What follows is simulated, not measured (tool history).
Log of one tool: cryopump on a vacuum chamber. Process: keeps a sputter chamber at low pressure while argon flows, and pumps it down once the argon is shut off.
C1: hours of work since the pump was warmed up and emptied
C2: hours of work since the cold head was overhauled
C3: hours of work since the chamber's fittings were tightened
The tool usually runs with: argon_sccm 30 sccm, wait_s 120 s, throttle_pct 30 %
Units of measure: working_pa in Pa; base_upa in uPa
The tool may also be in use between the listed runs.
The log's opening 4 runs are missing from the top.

run 5 hour=150.5 | argon_sccm=48 wait_s=120 throttle_pct=30 | C1=109 C2=109 C3=2403 | working_pa=0.1097 base_upa=1
run 6 hour=177.3 | argon_sccm=51 wait_s=120 throttle_pct=30 | C1=120 C2=120 C3=2415 | working_pa=0.1175 base_upa=0.99
run 7 hour=202.2 | argon_sccm=51 wait_s=120 throttle_pct=30 | C1=131 C2=131 C3=2425 | working_pa=0.1177 base_upa=1.01
run 8 hour=231.6 | argon_sccm=30 wait_s=25 throttle_pct=30 | C1=143 C2=143 C3=2437 | working_pa=0.0696 base_upa=2.89
run 9 hour=253.2 | argon_sccm=30 wait_s=121 throttle_pct=30 | C1=152 C2=152 C3=2446 | working_pa=0.0682 base_upa=1.03
run 10 hour=293.7 | argon_sccm=30 wait_s=121 throttle_pct=30 | C1=168 C2=168 C3=2463 | working_pa=0.0693 base_upa=1
run 11 hour=333.9 | argon_sccm=30 wait_s=121 throttle_pct=30 | C1=185 C2=185 C3=2479 | working_pa=0.0684 base_upa=1.05
run 12 hour=382.4 | argon_sccm=30 wait_s=121 throttle_pct=30 | C1=205 C2=205 C3=2499 | working_pa=0.07 base_upa=1.09
run 13 hour=421.8 | argon_sccm=30 wait_s=121 throttle_pct=30 | C1=221 C2=221 C3=2515 | working_pa=0.0695 base_upa=0.99
run 14 hour=451.8 | argon_sccm=30 wait_s=121 throttle_pct=30 | C1=234 C2=234 C3=2528 | working_pa=0.0707 base_upa=1.07
run 15 hour=493.8 | argon_sccm=30 wait_s=121 throttle_pct=30 | C1=251 C2=251 C3=2545 | working_pa=0.07 base_upa=1.06
run 16 hour=531.9 | argon_sccm=30 wait_s=121 throttle_pct=30 | C1=267 C2=267 C3=2561 | working_pa=0.0695 base_upa=1.06
run 17 hour=556.9 | argon_sccm=30 wait_s=120 throttle_pct=30 | C1=277 C2=277 C3=2571 | working_pa=0.0697 base_upa=1.06
run 18 hour=597.4 | argon_sccm=22 wait_s=105 throttle_pct=16 | C1=294 C2=294 C3=2588 | working_pa=0.0951 base_upa=1.13
run 19 hour=630.5 | argon_sccm=22 wait_s=105 throttle_pct=16 | C1=307 C2=307 C3=2602 | working_pa=0.0958 base_upa=1.11
run 20 hour=661.5 | argon_sccm=22 wait_s=105 throttle_pct=16 | C1=320 C2=320 C3=2614 | working_pa=0.0952 base_upa=1.13
run 21 hour=709.1 | argon_sccm=22 wait_s=105 throttle_pct=16 | C1=340 C2=340 C3=2634 | working_pa=0.0954 base_upa=1.17

What does the tool deliver on the next run?
run 22 hour=743 | argon_sccm=23 wait_s=34 throttle_pct=16 | C1=354 C2=354 C3=2648 | working_pa=? base_upa=?

Run 22 gave working_pa 0.0996 Pa, base_upa 2.27 uPa.
If the tool had no hidden condition, the same run with the same run-to-run variation would have returned working_pa 0.098 Pa, base_upa 1.8 uPa.

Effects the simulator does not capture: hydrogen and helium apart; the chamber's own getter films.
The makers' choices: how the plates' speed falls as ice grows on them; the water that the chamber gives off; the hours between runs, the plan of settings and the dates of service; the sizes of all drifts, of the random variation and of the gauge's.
